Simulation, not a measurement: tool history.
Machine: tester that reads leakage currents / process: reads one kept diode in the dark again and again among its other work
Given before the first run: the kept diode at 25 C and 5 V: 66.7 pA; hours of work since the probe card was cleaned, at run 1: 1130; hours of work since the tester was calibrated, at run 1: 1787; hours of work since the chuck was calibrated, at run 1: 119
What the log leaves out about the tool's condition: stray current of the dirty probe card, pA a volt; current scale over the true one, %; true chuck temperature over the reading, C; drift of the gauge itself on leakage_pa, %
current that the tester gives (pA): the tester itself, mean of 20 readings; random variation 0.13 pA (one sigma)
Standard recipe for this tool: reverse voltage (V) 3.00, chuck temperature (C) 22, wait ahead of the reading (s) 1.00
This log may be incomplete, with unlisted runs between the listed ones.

run,hour,reverse voltage (V),chuck temperature (C),wait ahead of the reading (s),hours of work since the probe card was cleaned,hours of work since the tester was calibrated,hours of work since the chuck was calibrated,current that the tester gives (pA)
1,0.0,3.00,22,1.00,1130,1787,119,41.79
2,39.1,3.00,22,1.00,1160,1817,149,41.54
3,61.2,3.00,22,1.00,1177,1834,166,41.31
4,94.2,3.00,22,1.00,1202,1860,191,41.25
5,137.7,3.00,22,1.00,1235,1893,225,41.06
6,172.6,3.00,22,1.00,1262,1920,252,40.78
7,225.1,3.00,22,1.00,1303,1960,292,40.92
8,269.6,3.00,22,1.00,1337,1995,326,40.81
9,315.8,3.00,22,1.00,1372,2030,362,41.02
10,338.5,3.00,22,1.00,1390,2047,379,40.83
11,369.4,3.00,22,2.67,1414,2071,403,40.87
12,414.4,3.00,22,2.67,1448,2106,438,40.64
13,452.5,3.00,22,1.00,1478,2135,467,40.62
# hour 458.3: tester calibrated
14,480.3,2.27,22,1.00,1497,17,487,35.83
15,527.6,3.00,22,4.71,1534,53,523,41.48
16,552.1,3.00,22,4.71,1553,72,542,41.62
17,592.0,3.00,32,1.00,1583,103,573,83.86
18,632.4,3.00,22,1.00,1614,134,604,41.38
19,682.0,3.00,27,1.00,1652,172,642,59.14
20,714.2,3.00,27,1.00,1677,197,667,59.07
21,748.1,3.00,27,1.00,1703,223,693,58.50
22,771.7,3.00,27,1.00,1721,241,711,58.83
23,809.2,3.00,27,1.00,1750,270,740,58.69
24,859.8,2.11,27,1.00,1789,309,779,48.39
25,890.9,16.30,23,1.00,1813,333,802,114.30
26,912.7,3.00,43,1.00,1830,349,819,173.22
27,950.2,3.00,43,1.00,1859,378,848,172.70
28,1001.0,3.00,43,1.00,1898,417,887,171.66
29,1039.9,1.76,30,0.49,1928,447,917,53.74
30,1086.7,7.64,24,2.54,1964,483,953,78.73
31,1134.3,2.33,36,2.60,2000,520,990,93.05
32,1165.6,2.33,36,2.60,2024,544,1014,93.80
33,1205.1,1.60,22,1.00,2055,574,1044,28.37
34,1232.0,3.00,22,5.73,2075,595,1065,40.33
35,1281.4,6.36,22,1.00,2113,633,1103,61.52
36,1332.9,6.36,22,1.00,2153,672,1142,61.55
37,1367.9,1.17,22,4.89,2180,699,1169,23.80
38,1419.4,1.17,22,4.89,2219,739,1209,23.96
39,1445.5,3.00,43,1.58,2239,759,1229,167.65
40,1493.2,3.00,43,1.58,2276,796,1266,167.53
41,1520.4,9.42,38,1.11,2297,817,1286,221.99

For each entry between runs, how does the tool's hidden state at the last listed run before it compare with that at the first listed run after it?
Logged between run 13 and run 14: tester calibrated (hour 458.3)
  stray current of the dirty probe card, pA a volt: 0.703 -> 0.712; current scale over the true one, %: -2.98 -> -0.3; true chuck temperature over the reading, C: -0.41 -> -0.43
  measured result minus the result with no hidden state, current that the tester gives (pA): -0.46 -> +0.34
